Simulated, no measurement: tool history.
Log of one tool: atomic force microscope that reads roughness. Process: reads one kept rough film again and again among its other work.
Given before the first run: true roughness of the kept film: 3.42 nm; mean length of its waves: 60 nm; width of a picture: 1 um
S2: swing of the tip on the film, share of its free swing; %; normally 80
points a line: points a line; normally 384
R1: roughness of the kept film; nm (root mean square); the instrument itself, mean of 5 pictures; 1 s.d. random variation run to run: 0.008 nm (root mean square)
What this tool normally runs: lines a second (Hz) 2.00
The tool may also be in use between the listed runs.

{"run": 1, "hour": 0.0, "lines a second (Hz)": 2.0, "S2": 80, "points a line": 384, "R1": 2.73}
{"run": 2, "hour": 21.9, "lines a second (Hz)": 2.0, "S2": 80, "points a line": 384, "R1": 2.704}
{"run": 3, "hour": 40.0, "lines a second (Hz)": 2.0, "S2": 80, "points a line": 384, "R1": 2.704}
{"run": 4, "hour": 63.2, "lines a second (Hz)": 1.23, "S2": 80, "points a line": 384, "R1": 2.885}
{"run": 5, "hour": 76.5, "lines a second (Hz)": 1.23, "S2": 80, "points a line": 384, "R1": 2.908}
{"hour": 80.5, "done": "new tip fitted"}
{"run": 6, "hour": 94.5, "lines a second (Hz)": 1.23, "S2": 80, "points a line": 384, "R1": 2.938}
{"run": 7, "hour": 112.9, "lines a second (Hz)": 1.23, "S2": 80, "points a line": 384, "R1": 2.928}
{"run": 8, "hour": 138.6, "lines a second (Hz)": 2.0, "S2": 58, "points a line": 306, "R1": 3.124}
{"run": 9, "hour": 163.1, "lines a second (Hz)": 0.51, "S2": 83, "points a line": 384, "R1": 3.094}
{"run": 10, "hour": 176.3, "lines a second (Hz)": 3.36, "S2": 58, "points a line": 293, "R1": 2.986}
{"run": 11, "hour": 193.7, "lines a second (Hz)": 1.48, "S2": 80, "points a line": 878, "R1": 2.848}
{"run": 12, "hour": 218.6, "lines a second (Hz)": 1.48, "S2": 58, "points a line": 454, "R1": 3.133}

Difference, measured minus no-hidden-state, one row per run. Run-to-run variation is common to both terms; the gauge's own scatter need not be:
Unlogged tool condition in this case: radius of the tip, nm; height scale over the true one, %; drift of the gauge itself on roughness_nm, %.
run=1 R1=-0.053
run=2 R1=-0.061
run=3 R1=-0.066
run=4 R1=-0.079
run=5 R1=-0.083
run=6 R1=-0.028
run=7 R1=-0.035
run=8 R1=-0.048
run=9 R1=-0.057
run=10 R1=-0.059
run=11 R1=-0.062
run=12 R1=-0.080
